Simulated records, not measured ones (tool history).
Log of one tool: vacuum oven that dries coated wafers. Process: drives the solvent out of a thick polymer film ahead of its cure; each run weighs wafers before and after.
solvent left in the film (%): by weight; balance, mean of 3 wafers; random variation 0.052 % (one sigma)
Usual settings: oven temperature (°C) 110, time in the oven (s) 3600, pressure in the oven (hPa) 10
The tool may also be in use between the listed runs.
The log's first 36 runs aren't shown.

run	hour	oven temperature (°C)	time in the oven (s)	pressure in the oven (hPa)	hours of work since the thermocouples were calibrated	hours of work since the vacuum gauge was cleaned of residue	solvent left in the film (%)
37	756.5	118	5700	36.6	508	254	1.96
38	778.7	118	5700	36.6	525	271	2.08
39	800.7	122	2280	28.7	541	287	1.87
40	815.7	96	3600	10	553	299	4.1
41	830.8	96	3600	10	565	310	3.98
42	857.1	96	3600	10	585	330	3.88
43	869.6	107	4920	22.9	594	340	2.2
44	882.5	109	4920	5.5	604	350	0.79
45	904.2	109	4920	5.5	621	366	0.74
46	919.9	109	4920	5.5	633	378	0.69
47	940.9	109	4920	5.5	648	394	0.69

Forecast each of these 4 alternatives for the next run:
A	966.4	109	3300	5.6	668	414	?
B	966.4	118	3240	10	668	414	?
C	966.4	115	1800	5.4	668	414	?
D	966.4	119	3600	5.7	668	414	?

run	solvent left in the film (%)
A	1.53
B	1
C	2.64
D	0.49
Without the tool's hidden state the same runs would have given:
run	solvent left in the film (%)
A	1.32
B	0.86
C	2.4
D	0.38
